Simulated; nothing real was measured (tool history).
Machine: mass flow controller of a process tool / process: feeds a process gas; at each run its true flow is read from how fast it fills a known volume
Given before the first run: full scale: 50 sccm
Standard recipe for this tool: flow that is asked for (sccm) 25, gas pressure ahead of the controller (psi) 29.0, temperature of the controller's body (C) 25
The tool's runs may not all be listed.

run,hour,flow that is asked for (sccm),gas pressure ahead of the controller (psi),temperature of the controller's body (C),true flow (%)
1,0.0,25,29.0,25,99.68
2,69.1,25,29.0,25,99.70
3,125.1,25,29.0,25,99.75
4,188.0,25,29.0,25,99.76
5,261.4,25,29.0,25,99.59
6,380.1,25,29.0,25,99.67
7,494.7,25,28.0,25,99.67
8,595.9,25,28.0,25,99.78
9,698.1,25,28.0,25,99.80
10,795.6,6,22.6,29,100.01
11,855.0,6,30.7,25,99.72
12,925.9,6,30.7,25,99.54
13,1008.1,29,25.4,20,99.52
14,1080.7,7,29.0,21,99.40
15,1153.1,7,29.0,21,99.38
16,1233.9,5,23.6,25,99.69
17,1354.2,7,23.6,25,99.66

Predict each of these 3 candidate next runs independently; none follows another, all start after run 17:
A,1430.0,21,36.8,38,?
B,1430.0,10,24.7,32,?
C,1430.0,14,22.5,29,?

run,true flow (%)
A,100.58
B,100.17
C,100.09
With the hidden condition removed and each run's random variation left untouched, the same runs would have given:
run,true flow (%)
A,100.57
B,100.15
C,100.07
